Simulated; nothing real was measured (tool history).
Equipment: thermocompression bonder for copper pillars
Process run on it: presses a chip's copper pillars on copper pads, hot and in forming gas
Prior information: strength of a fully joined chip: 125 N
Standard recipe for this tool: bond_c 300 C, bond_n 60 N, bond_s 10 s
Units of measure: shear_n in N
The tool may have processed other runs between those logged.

run	day	bond_c	bond_n	bond_s	shear_n
1	0.000	300	60	10	53.4
2	0.633	300	60	10	54.1
# day 0.821: forming gas filter changed
3	1.017	300	60	10	58.1
4	1.658	315	60	10	68.9
5	2.071	300	60	10	57.8
6	2.479	300	60	10	58.2
7	2.875	300	60	10	57.8
8	3.488	300	60	10	57.3
9	4.138	300	60	10	55.8
10	4.771	300	60	10	55.8
11	5.158	300	60	11	57.3
12	5.542	300	60	27	76.5
13	6.129	300	67	10	59.9
14	6.425	300	67	10	58.1
15	6.725	300	67	10	59.1
16	7.108	300	67	10	58.3
17	7.450	300	67	10	58.5
# day 7.638: forming gas filter changed
18	8.117	300	67	10	62.5
19	8.517	300	67	10	62.0
20	9.192	302	43	7	41.8
21	9.629	293	69	29	80.5
22	10.221	293	69	29	80.4

Predict the results of run 23:
23	10.675	293	69	29	?

{"run 23": {"shear_n": 79.2}}
Minus the tool's unlogged condition, the same run would have read shear_n 82.2 N.
